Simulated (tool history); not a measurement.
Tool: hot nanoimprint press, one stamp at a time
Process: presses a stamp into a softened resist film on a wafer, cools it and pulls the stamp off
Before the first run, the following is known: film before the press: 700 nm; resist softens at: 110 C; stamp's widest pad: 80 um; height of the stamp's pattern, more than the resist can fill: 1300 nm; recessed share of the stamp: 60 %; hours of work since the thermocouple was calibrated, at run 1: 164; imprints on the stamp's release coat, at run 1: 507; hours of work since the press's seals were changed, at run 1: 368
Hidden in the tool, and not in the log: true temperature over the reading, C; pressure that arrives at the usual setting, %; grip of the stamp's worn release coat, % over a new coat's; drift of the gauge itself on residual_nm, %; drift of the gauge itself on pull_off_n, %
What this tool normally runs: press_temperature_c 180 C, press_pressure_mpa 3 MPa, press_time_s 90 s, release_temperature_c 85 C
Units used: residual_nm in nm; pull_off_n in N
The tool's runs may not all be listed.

run,day,press_temperature_c,press_pressure_mpa,press_time_s,release_temperature_c,hours of work since the thermocouple was calibrated,imprints on the stamp's release coat,hours of work since the press's seals were changed,residual_nm,pull_off_n
1,0,180,3,90,85,164,507,368,241.2,184
# day 1.954: stamp cleaned and given a new release coat
2,2.471,180,3,90,85,185,29,390,238.6,165
3,4.438,180,3,90,85,204,140,409,238.9,169
4,7.467,180,3,90,85,233,311,438,238.1,174
5,10.321,180,3,90,85,261,472,465,236.9,181
# day 12.983: stamp cleaned and given a new release coat
6,13.821,180,3,90,85,292,47,497,231.7,159
7,15.283,180,3,90,85,306,129,511,233.9,173
8,17.196,180,3,90,90,325,238,529,234.3,146
9,18.762,180,3,169,85,340,326,544,179,177
10,22.008,180,3,119,85,371,509,576,206.8,172
# day 23.975: stamp cleaned and given a new release coat
11,25.458,180,3.81,90,85,402,84,607,209.8,160
12,27.446,180,3.81,90,85,421,196,626,207.9,165
13,30.596,180,3.81,90,85,452,374,656,208.5,172
14,33.238,180,3,90,85,477,523,682,227.9,173
# day 34.988: stamp cleaned and given a new release coat
15,35.108,180,3,85,85,493,7,697,234.7,158
# day 37.421: plate thermocouple calibrated
16,38.325,180,3,85,85,9,182,727,252.7,166
17,41.142,180,3,90,91,36,341,754,246.6,147
18,42.904,180,1.82,90,70,53,440,771,306,252
19,45.662,183,3,119,72,79,596,798,192.8,254
# day 46.1: stamp cleaned and given a new release coat
20,48.088,189,3.37,126,74,100,112,819,145.9,221

Run 21 is up next; what results do you expect?
21,50.767,187,2.81,172,85,126,264,845,?,?

{"run 21": {"residual_nm": 145.4, "pull_off_n": 171}}
Without the tool's hidden state the same run would have given residual_nm 147 nm, pull_off_n 166 N.
